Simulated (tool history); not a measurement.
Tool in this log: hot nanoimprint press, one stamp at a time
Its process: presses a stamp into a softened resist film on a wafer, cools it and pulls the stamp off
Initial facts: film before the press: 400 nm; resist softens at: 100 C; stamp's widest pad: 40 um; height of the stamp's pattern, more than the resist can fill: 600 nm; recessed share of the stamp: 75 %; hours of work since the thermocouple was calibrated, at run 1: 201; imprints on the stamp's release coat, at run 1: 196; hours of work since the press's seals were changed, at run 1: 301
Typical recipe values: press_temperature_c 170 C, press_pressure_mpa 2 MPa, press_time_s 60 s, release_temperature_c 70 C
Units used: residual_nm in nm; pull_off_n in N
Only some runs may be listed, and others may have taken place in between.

run,hour,press_temperature_c,press_pressure_mpa,press_time_s,release_temperature_c,hours of work since the thermocouple was calibrated,imprints on the stamp's release coat,hours of work since the press's seals were changed,residual_nm,pull_off_n
1,0,170,2,60,70,201,196,301,172.8,236
2,45.6,170,2,60,70,229,318,330,173.4,244
3,72.4,170,2,60,70,246,389,346,173.3,238
4,102.9,170,2,60,70,265,470,365,174.6,232
5,153.1,170,2,60,70,296,604,396,175,241
6,192,170,2,60,70,320,708,420,174.6,238
# hour 233.5: stamp cleaned and given a new release coat
7,241.7,175,2,60,70,347,22,448,138,239
8,280.5,171,2,60,70,371,125,472,167,235
9,319.4,171,2,60,70,395,229,496,168,243
10,342.4,171,2,60,70,410,290,510,168.7,227
11,371.6,171,2,60,70,428,368,528,166.1,232
12,417.4,171,2,60,70,456,490,557,167,242
13,445.7,170,2,60,70,474,566,574,176.6,243
14,467.4,170,2,60,63,487,624,588,174.8,274
15,510,170,2,60,65,514,738,614,176.5,270
# hour 517.3: plate thermocouple calibrated
# hour 544.5: stamp cleaned and given a new release coat
16,544.5,170,2,60,65,13,0,630,175.3,265
17,581.3,160,2,60,65,36,99,653,273.7,261
18,616.2,160,2,60,65,58,192,675,270.9,267
19,647.1,160,1.77,60,55,77,274,694,284,316
20,670.7,162,1.77,66,55,92,337,708,255.6,323
21,708.1,169,1.51,91,61,115,437,732,180.9,283
22,758.3,170,2,60,64,146,571,763,175.5,268
23,805.4,178,2.58,59,70,175,697,792,108.2,233
# hour 850.3: stamp cleaned and given a new release coat
24,860.7,171,1.97,107,66,206,27,823,135.7,250
25,903.9,172,1.5,96,70,233,143,850,156.7,234
26,944.8,180,2,58,70,258,252,875,114.4,239
27,982.9,180,2,58,70,282,353,899,114.4,234
28,1010.1,173,2,58,70,299,426,916,158,236
29,1047.1,173,2,58,70,322,525,939,157.1,238

Describe how what the log doesn't record of the tool's condition differs between the last listed run preceding each entry between runs and the first listed run following it.
Run 6 -> run 7: stamp cleaned and given a new release coat (hour 233.5)
  pressure that arrives at the usual setting, %: 99.95 -> 99.94; grip of the stamp's worn release coat, % over a new coat's: 0.8 -> 0; drift of the gauge itself on residual_nm, %: 0.42 -> 0.52
  the result without the hidden state subtracted from the measured one, residual_nm: +1.2 -> +1.1 nm
Run 15 -> run 16: plate thermocouple calibrated (hour 517.3); stamp cleaned and given a new release coat (hour 544.5)
  true temperature over the reading, C: -0.07 -> 0; grip of the stamp's worn release coat, % over a new coat's: 0.9 -> 0; drift of the gauge itself on residual_nm, %: 1.11 -> 1.17
  the result without the hidden state subtracted from the measured one, residual_nm: +2.6 -> +2.1 nm
Run 23 -> run 24: stamp cleaned and given a new release coat (hour 850.3)
  true temperature over the reading, C: -0.02 -> -0.03; grip of the stamp's worn release coat, % over a new coat's: 0.8 -> 0; drift of the gauge itself on residual_nm, %: 1.74 -> 1.85
  the result without the hidden state subtracted from the measured one, residual_nm: +2 -> +2.7 nm
